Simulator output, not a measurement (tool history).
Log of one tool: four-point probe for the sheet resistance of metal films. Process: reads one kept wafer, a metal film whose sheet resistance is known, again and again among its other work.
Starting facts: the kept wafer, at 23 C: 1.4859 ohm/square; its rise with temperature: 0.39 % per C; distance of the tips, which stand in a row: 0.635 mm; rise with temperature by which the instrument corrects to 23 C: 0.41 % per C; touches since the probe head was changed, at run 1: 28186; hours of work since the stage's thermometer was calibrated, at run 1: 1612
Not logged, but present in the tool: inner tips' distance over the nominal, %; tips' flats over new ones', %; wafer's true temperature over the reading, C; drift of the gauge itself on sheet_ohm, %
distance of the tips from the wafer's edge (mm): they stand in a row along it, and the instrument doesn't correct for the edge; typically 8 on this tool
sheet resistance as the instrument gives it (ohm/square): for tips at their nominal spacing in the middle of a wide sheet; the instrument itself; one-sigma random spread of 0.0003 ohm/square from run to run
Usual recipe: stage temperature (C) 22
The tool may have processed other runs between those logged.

run,day,stage temperature (C),distance of the tips from the wafer's edge (mm),touches since the probe head was changed,hours of work since the stage's thermometer was calibrated,sheet resistance as the instrument gives it (ohm/square)
1,0,22,8,28186,1612,1.491137
2,2.425,22,41,29533,1655,1.486082
3,4.892,22,21,30906,1699,1.486734
4,7.721,22,21,32478,1750,1.486432
# day 9.092: stage's thermometer calibrated
5,9.483,22,4,33445,7,1.505315
6,12.396,22,3,35064,59,1.520815
7,14.638,22,3,36311,100,1.520384

Run 8 has not been measured yet. What should we expect?
8,16.912,27,7,37575,140,?

{"run 8": {"sheet resistance as the instrument gives it (ohm/square)": 1.490903}}
Without the tool's hidden state the same run would have given sheet resistance as the instrument gives it (ohm/square) 1.491153.
